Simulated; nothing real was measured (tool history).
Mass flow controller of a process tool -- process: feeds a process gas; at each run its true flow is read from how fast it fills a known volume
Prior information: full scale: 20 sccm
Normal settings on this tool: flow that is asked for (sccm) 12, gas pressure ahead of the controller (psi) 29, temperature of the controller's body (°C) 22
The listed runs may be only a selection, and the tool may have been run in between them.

run      day  flow that is asked for (sccm)  gas pressure ahead of the controller (psi)  temperature of the controller's body (°C)  true flow (%)
  1        0                             12                                          29                                         22          98.83
  2    8.617                             12                                          29                                         22          98.78
  3    17.65                             12                                          29                                         22           98.9
  4   22.417                             12                                        36.8                                         22          98.62
  5   31.875                             12                                          29                                         22           98.6
       36.25  -- controller's zero set anew
  6   37.958                             12                                          29                                         22          98.64
  7   42.133                             12                                          29                                         22          98.64
  8   51.488                              5                                          29                                         22          97.87
  9   58.117                              5                                          29                                         22          97.76
 10   62.408                             12                                          29                                         24          98.77
 11   69.454                             12                                          29                                         22           98.6
 12   74.671                             12                                          29                                         22          98.37
 13   79.517                             16                                          29                                         22           98.9
      84.183  -- controller exchanged for a calibrated one
 14     87.5                             12                                          29                                         22          98.36
 15   95.646                             12                                          29                                         22          98.35
 16  104.271                             12                                          29                                         22          98.23
 17  111.075                             12                                          29                                         22          98.04
     117.188  -- gauge calibrated
 18  117.188                             12                                          29                                         22          98.92
 19  126.721                             12                                          29                                         22          98.82
 20  133.583                             12                                          29                                         22          98.86
 21  142.392                             12                                          29                                         22          98.81
 22  148.279                             12                                          29                                         22          98.79
 23  154.383                             12                                          29                                         22          98.66
 24  159.658                             12                                          29                                         22          98.56
 25  166.171                             10                                        30.6                                         22          98.34
 26  175.012                             10                                        30.6                                         22          98.32
 27  180.167                             10                                        30.6                                         22          98.27
 28  184.988                              7                                          29                                         22          97.92
 29  190.188                              3                                        33.5                                         26           97.6
 30  198.971                              6                                        33.4                                         22          97.69
 31  205.338                              6                                        33.4                                         22          97.59
 32  210.042                              6                                        33.4                                         22          97.66
 33  218.404                              4                                          29                                         22          97.38
 34  224.171                              3                                        33.9                                         29          97.47
 35  231.758                              6                                        21.9                                         29           98.2
 36  238.246                              6                                        21.9                                         29          98.19
 37  245.221                             12                                          29                                         30          98.68
     247.146  -- gauge calibrated
 38  253.625                             12                                          29                                         30          99.35
 39  258.333                             12                                          29                                         30          99.28
 40  263.279                             12                                          29                                         30           99.4
 41  272.408                              4                                        23.8                                         30          98.45
 42  276.771                              3                                        25.2                                         28          98.31
 43  284.842                              3                                        39.5                                         33          98.08
 44  290.579                              7                                        26.3                                         23           98.2
 45  299.529                             12                                        21.2                                         30          99.26
 46  306.929                             12                                        20.5                                         29          99.12
 47  314.521                             13                                        36.5                                         34          99.14

Each row is a separate what-if for the run after 47, all from the same tool condition, not one after another. Results?
  A  318.854                              3                                        21.2                                         29              ?
  B  318.854                             13                                        36.3                                         34              ?
  C  318.854                              6                                        31.2                                         39              ?
  D  318.854                             11                                        32.8                                         22              ?
  E  318.854                              7                                        32.2                                         22              ?

run  true flow (%)
  A          98.24
  B          99.12
  C          98.89
  D          98.22
  E          97.87
With no hidden state in the tool, these same runs would have given:
run  true flow (%)
  A          98.71
  B          99.58
  C          99.36
  D          98.68
  E          98.34
